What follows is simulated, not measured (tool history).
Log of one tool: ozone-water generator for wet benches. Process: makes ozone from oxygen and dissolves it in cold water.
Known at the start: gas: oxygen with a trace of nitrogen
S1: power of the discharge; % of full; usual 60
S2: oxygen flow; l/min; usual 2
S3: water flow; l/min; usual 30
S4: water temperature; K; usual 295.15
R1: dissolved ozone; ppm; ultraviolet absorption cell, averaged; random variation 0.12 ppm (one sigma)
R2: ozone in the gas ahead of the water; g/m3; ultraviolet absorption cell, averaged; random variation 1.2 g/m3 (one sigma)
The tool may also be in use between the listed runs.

run,hour,S1,S2,S3,S4,R1,R2
1,0,60,2,30,295.15,8.9,209.2
2,17.3,60,2,30,295.15,8.6,208
3,40.9,81,2,30,295.15,10.5,245.8
4,57.3,81,2,30,295.15,10.3,247.4
5,82.8,81,2,30,295.15,10.4,244.7
6,98.1,60,1.89,30,295.15,8.7,215.6
7,123.1,60,1.89,30,295.15,8.6,213.8
8,159.4,87,2,30,295.15,11.1,253.9
9,174,87,2,30,295.15,10.9,254.1
10,197.1,66,2,30,295.15,9.4,218.6
11,232.6,66,2,30,295.15,9.1,219
12,268.4,66,2.8,30,295.15,10.6,189.7
13,299.1,60,2,30,295.15,8.9,206.4
14,327.4,60,2,45,295.15,5.5,206.4
15,358.8,60,2,30,295.15,8.7,207.7
16,388.3,60,2,30,295.15,8.8,206.5
17,414.7,65,2,46,295.15,5.6,215.5
18,436.4,60,2,27,295.15,9.7,206.4
19,471.2,60,2,27,295.15,9.8,205.9
20,495.3,60,2.88,30,296.15,9.8,175.1
21,519.5,60,2.88,30,296.15,9.7,177.3
22,539.5,60,1.05,21,295.15,9.8,270.1
23,560.9,60,1.05,21,295.15,9.9,272.2
24,588.4,93,3.36,21,290.15,19.4,208.5
25,604.8,93,3.36,21,290.15,19.2,207.9
26,625.3,93,1.36,26,290.15,11.2,303.4
27,661.1,54,2.4,23,297.15,11.2,179.4
28,676.1,61,1.09,47,301.15,3.7,267.5
29,711.8,61,1.09,41,302.15,4.3,268.4
30,742.4,61,1.09,41,302.15,4.4,266.3
31,776.9,60,1,30,295.15,6.6,275.7
32,807.2,60,1,30,295.15,6.4,273.1

3 ways to go on from here, each from the tool as it stands after run 32. What would each give?
A,843.2,92,1.65,30,295.15,?,?
B,843.2,60,2,30,288.15,?,?
C,843.2,60,1,20,295.15,?,?

run,R1,R2
A,10.3,277.7
B,9,203.9
C,10.1,270.3
Without the tool's hidden state the same runs would have given:
run,R1,R2
A,11.4,292.3
B,9.9,212.4
C,11,281.6
